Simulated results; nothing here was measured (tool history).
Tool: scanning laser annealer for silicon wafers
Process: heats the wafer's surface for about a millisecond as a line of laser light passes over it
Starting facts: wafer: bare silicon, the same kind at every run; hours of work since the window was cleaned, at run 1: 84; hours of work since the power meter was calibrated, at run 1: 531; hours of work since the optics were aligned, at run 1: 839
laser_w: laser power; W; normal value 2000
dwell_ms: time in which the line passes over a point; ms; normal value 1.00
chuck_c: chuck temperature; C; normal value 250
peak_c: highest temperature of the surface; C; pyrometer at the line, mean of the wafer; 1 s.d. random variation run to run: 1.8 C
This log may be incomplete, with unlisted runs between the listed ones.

run   hour  laser_w  dwell_ms  chuck_c  hours of work since the window was cleaned  hours of work since the power meter was calibrated  hours of work since the optics were aligned  peak_c
  1    0.0     2000      1.00      250                                          84                                                 531                                          839     950
  2   10.2     2000      1.00      250                                          91                                                 537                                          845     953
  3   22.0     2000      1.00      223                                          98                                                 544                                          852     923
  4   40.2     2000      1.00      243                                         109                                                 556                                          864     943
  5   59.6     2000      1.00      243                                         121                                                 568                                          876     945
  6   72.8     2000      1.00      243                                         130                                                 576                                          884     943
  7   86.5     2000      1.00      243                                         138                                                 584                                          892     944
  8  106.1     2000      1.00      243                                         150                                                 597                                          905     944
  9  125.1     2000      1.00      250                                         162                                                 608                                          916     948
 10  144.8     2000      1.00      250                                         174                                                 621                                          929     952
 11  156.3     2000      1.00      250                                         181                                                 628                                          936     949
 12  176.6     2000      1.00      253                                         194                                                 640                                          948     952
 13  199.3     2000      1.00      253                                         208                                                 654                                          962     957
 14  213.5     2000      1.00      253                                         217                                                 663                                          971     952
 15  224.8     2000      1.00      250                                         224                                                 670                                          978     951
 16  241.9     2151      1.00      250                                         235                                                 681                                          989    1003
 17  262.0     2151      1.00      250                                         247                                                 693                                         1001    1004
 18  277.3     2151      1.00      250                                         256                                                 703                                         1011    1001
 19  300.5     2151      1.00      250                                         271                                                 717                                         1025    1004
 20  312.4     2151      1.00      250                                         278                                                 725                                         1033    1001
 21  323.9     1994      1.00      250                                         285                                                 732                                         1040     948
 22  342.6     1994      1.00      250                                         297                                                 743                                         1051     948
 23  358.9     2029      1.21      287                                         307                                                 753                                         1061    1067
 24  380.7     2139      1.14      215                                         321                                                 767                                         1075    1013
 25  391.8     1862      1.09      289                                         328                                                 774                                         1082     967
 26  415.7     2000      1.00      248                                         342                                                 789                                         1097     951
 27  429.3     2000      1.00      248                                         351                                                 797                                         1105     947
 28  451.9     2044      1.18      250                                         365                                                 811                                         1119    1023
 29  462.3     1792      1.21      250                                         371                                                 818                                         1126     939
     478.7  -- window over the wafer cleaned
 30  480.5     2059      1.07      270                                           1                                                 828                                         1136    1015
 31  498.8     1941      0.78      289                                          12                                                 839                                         1147     889
 32  510.7     1820      1.00      250                                          20                                                 846                                         1154     889
 33  528.6     2000      1.17      222                                          31                                                 857                                         1165     978
 34  545.5     2017      1.17      247                                          41                                                 868                                         1176    1008
 35  569.1     1872      0.78      247                                          56                                                 883                                         1191     826
 36  593.5     1872      0.78      247                                          71                                                 898                                         1206     826
 37  603.7     1872      0.78      247                                          77                                                 904                                         1212     830
 38  618.1     1872      0.83      249                                          86                                                 913                                         1221     849
 39  640.8     1907      0.84      273                                         101                                                 927                                         1235     885
 40  655.6     2076      0.84      230                                         110                                                 936                                         1244     902

Alternative continuations, all from the tool just after run 40; predict every row:
  A  666.5     1797      0.79      258                                         116                                                 943                                         1251       ?
  B  666.5     2076      0.99      230                                         116                                                 943                                         1251       ?
  C  666.5     2076      0.98      268                                         116                                                 943                                         1251       ?

run  peak_c
  A     819
  B     958
  C     987
With no hidden state in the tool, these same runs would have given:
run  peak_c
  A     819
  B     958
  C     988

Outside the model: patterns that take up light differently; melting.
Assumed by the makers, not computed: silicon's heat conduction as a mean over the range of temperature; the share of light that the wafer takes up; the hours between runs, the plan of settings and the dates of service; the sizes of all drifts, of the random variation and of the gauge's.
